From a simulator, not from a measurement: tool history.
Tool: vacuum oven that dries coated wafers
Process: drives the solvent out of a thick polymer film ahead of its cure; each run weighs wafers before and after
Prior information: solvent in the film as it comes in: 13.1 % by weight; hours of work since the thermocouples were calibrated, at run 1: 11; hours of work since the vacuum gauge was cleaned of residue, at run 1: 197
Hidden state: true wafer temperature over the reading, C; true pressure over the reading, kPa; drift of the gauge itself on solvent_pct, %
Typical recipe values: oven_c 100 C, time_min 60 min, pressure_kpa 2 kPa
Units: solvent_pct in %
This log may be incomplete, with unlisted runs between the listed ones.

| run | day | oven_c | time_min | pressure_kpa | hours of work since the thermocouples were calibrated | hours of work since the vacuum gauge was cleaned of residue | solvent_pct |
|---|---|---|---|---|---|---|---|
| 1 | 0 | 100 | 60 | 2 | 11 | 197 | 2.44 |
| 2 | 2.025 | 89 | 60 | 2 | 32 | 218 | 5.51 |
| 3 | 4.029 | 89 | 60 | 2 | 53 | 239 | 5.37 |
| 4 | 6.017 | 106 | 60 | 2 | 73 | 259 | 1.44 |
| 5 | 7.367 | 106 | 60 | 2 | 87 | 273 | 1.44 |
| 6 | 8.9 | 97 | 103 | 1.77 | 103 | 289 | 1.82 |
| 7 | 10.125 | 95 | 31 | 2 | 116 | 302 | 5.89 |
| 8 | 12.038 | 95 | 31 | 2 | 136 | 322 | 5.86 |
| 9 | 13.879 | 95 | 83 | 3.95 | 155 | 341 | 4.19 |
| 10 | 15.721 | 92 | 60 | 2 | 174 | 360 | 4.6 |

5 ways to go on from here, each from the tool as it stands after run 10. What would each give?
| A | 16.588 | 92 | 58 | 6.98 | 183 | 369 | ? |
| B | 16.588 | 92 | 41 | 1.14 | 183 | 369 | ? |
| C | 16.588 | 110 | 60 | 2 | 183 | 369 | ? |
| D | 16.588 | 100 | 50 | 1.15 | 183 | 369 | ? |
| E | 16.588 | 92 | 77 | 5.64 | 183 | 369 | ? |

| run | solvent_pct |
|---|---|
| A | 7.94 |
| B | 5.37 |
| C | 1.06 |
| D | 2.42 |
| E | 6.45 |
Had the tool no hidden state, the same runs would have come out as:
| run | solvent_pct |
|---|---|
| A | 7.93 |
| B | 5.37 |
| C | 1.05 |
| D | 2.42 |
| E | 6.44 |
